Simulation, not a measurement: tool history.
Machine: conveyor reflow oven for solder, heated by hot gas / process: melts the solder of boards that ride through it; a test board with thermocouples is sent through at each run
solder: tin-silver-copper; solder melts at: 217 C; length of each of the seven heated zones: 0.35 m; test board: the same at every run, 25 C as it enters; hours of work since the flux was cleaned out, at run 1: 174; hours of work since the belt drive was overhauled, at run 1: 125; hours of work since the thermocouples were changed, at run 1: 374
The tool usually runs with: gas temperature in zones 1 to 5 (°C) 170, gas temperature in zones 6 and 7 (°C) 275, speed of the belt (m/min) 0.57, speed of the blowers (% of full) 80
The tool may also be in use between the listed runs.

| run | hour | gas temperature in zones 1 to 5 (°C) | gas temperature in zones 6 and 7 (°C) | speed of the belt (m/min) | speed of the blowers (% of full) | hours of work since the flux was cleaned out | hours of work since the belt drive was overhauled | hours of work since the thermocouples were changed | highest temperature of the board (°C) | time above the solder's melting point (s) |
|---|---|---|---|---|---|---|---|---|---|---|
| 1 | 0 | 170 | 275 | 0.57 | 80 | 174 | 125 | 374 | 255.9 | 56.1 |
| 2 | 38.6 | 170 | 275 | 0.57 | 80 | 199 | 150 | 399 | 255.2 | 55.9 |
| 3 | 68.7 | 170 | 275 | 0.57 | 80 | 218 | 169 | 418 | 255 | 55.5 |
| 4 | 101.3 | 170 | 275 | 0.57 | 74 | 239 | 190 | 439 | 254.2 | 54.5 |
| 5 | 130.9 | 170 | 266 | 0.57 | 80 | 258 | 209 | 458 | 247.2 | 49.9 |
| 6 | 178.3 | 170 | 266 | 0.57 | 80 | 289 | 239 | 489 | 247.3 | 49.6 |
| 7 | 218.2 | 170 | 275 | 0.57 | 80 | 315 | 265 | 514 | 255 | 55.1 |
| 8 | 263.3 | 170 | 275 | 0.57 | 80 | 344 | 294 | 543 | 254.4 | 54.9 |
|  | 328.5 | flux residue cleaned out of gas plates and filters |
| 9 | 334.5 | 170 | 275 | 0.484 | 80 | 4 | 337 | 586 | 261.7 | 71.6 |
| 10 | 368.8 | 170 | 275 | 0.484 | 80 | 26 | 359 | 608 | 261.7 | 71.4 |
| 11 | 417.8 | 170 | 275 | 0.679 | 58 | 57 | 390 | 640 | 244.9 | 37.8 |
| 12 | 464 | 170 | 275 | 0.679 | 58 | 87 | 420 | 669 | 244.2 | 37.8 |

The next listed run, before its measurement:
| 13 | 494.2 | 170 | 275 | 0.679 | 58 | 107 | 439 | 689 | ? | ? |

For run 13 the tool returned highest temperature of the board (°C) 244.3, time above the solder's melting point (s) 37.6.
On a tool with no hidden condition, and with the same random variation, this run would have come out at highest temperature of the board (°C) 246.6, time above the solder's melting point (s) 39.3.

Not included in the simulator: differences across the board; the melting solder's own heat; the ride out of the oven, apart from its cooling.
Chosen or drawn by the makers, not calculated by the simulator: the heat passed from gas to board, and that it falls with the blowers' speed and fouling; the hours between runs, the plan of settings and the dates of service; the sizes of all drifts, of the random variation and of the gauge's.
